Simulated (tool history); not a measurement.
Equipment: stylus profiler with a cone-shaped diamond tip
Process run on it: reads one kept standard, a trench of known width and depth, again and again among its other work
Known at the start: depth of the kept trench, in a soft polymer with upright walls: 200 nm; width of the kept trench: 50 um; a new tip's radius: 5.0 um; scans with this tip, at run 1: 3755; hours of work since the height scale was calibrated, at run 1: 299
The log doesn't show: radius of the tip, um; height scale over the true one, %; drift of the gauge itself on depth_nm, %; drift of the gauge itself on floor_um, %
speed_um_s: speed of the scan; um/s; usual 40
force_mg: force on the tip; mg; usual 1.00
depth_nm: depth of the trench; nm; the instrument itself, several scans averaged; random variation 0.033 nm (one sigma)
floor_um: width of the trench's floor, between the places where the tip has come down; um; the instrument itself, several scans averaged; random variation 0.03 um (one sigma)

run,hour,speed_um_s,force_mg,scans with this tip,hours of work since the height scale was calibrated,depth_nm,floor_um
1,0.0,40,1.00,3755,299,201.18,46.05
2,77.7,40,1.00,4481,356,201.10,45.91
3,154.6,40,0.58,5199,414,200.73,45.67
4,274.0,40,0.58,6314,502,200.71,45.55
5,375.0,40,1.09,7257,577,201.07,45.55
6,459.0,40,1.00,8041,640,200.97,45.41
7,565.9,40,1.00,9039,719,200.96,45.24
8,701.6,40,1.00,10307,820,200.98,45.03
9,824.0,40,0.67,11450,911,200.65,44.85
10,886.3,73,0.67,12032,957,200.57,44.44
11,1000.6,40,1.00,13100,1042,200.81,44.69
12,1108.8,40,1.00,14109,1123,200.84,44.59
13,1232.5,40,1.00,15265,1215,200.86,44.45
# hour 1247.5: new tip fitted, height scale calibrated
14,1296.9,40,1.00,461,37,201.20,46.73
15,1370.7,40,1.00,1150,92,201.10,46.63
16,1507.1,29,0.59,2424,193,200.77,46.41
17,1604.7,59,0.84,3336,265,200.93,45.98
18,1706.3,86,0.51,4284,341,200.52,45.29
19,1810.2,86,0.51,5254,418,200.54,45.08
20,1889.0,86,0.51,5991,477,200.55,44.99
21,1953.7,126,0.51,6595,525,200.53,44.28
22,2036.2,32,2.74,7365,586,202.10,45.72
23,2098.3,40,0.75,7944,632,200.70,45.46
24,2230.0,40,0.75,9175,730,200.64,45.23
25,2322.5,124,1.63,10039,799,201.40,44.63
26,2462.9,144,1.98,11350,903,201.55,44.44
27,2591.1,86,2.20,12547,998,201.66,44.70

Consider 4 possible next runs. They are alternatives, not a sequence: every one starts from the tool as it was left by run 27. What does each give?
A,2695.9,40,0.83,13526,1076,?,?
B,2695.9,19,1.00,13526,1076,?,?
C,2695.9,38,1.78,13526,1076,?,?
D,2695.9,34,1.00,13526,1076,?,?

run,depth_nm,floor_um
A,200.66,44.72
B,200.77,44.93
C,201.37,44.80
D,200.76,44.75
With no hidden state in the tool, these same runs would have given:
run,depth_nm,floor_um
A,201.11,46.78
B,201.22,47.00
C,201.82,46.86
D,201.21,46.82

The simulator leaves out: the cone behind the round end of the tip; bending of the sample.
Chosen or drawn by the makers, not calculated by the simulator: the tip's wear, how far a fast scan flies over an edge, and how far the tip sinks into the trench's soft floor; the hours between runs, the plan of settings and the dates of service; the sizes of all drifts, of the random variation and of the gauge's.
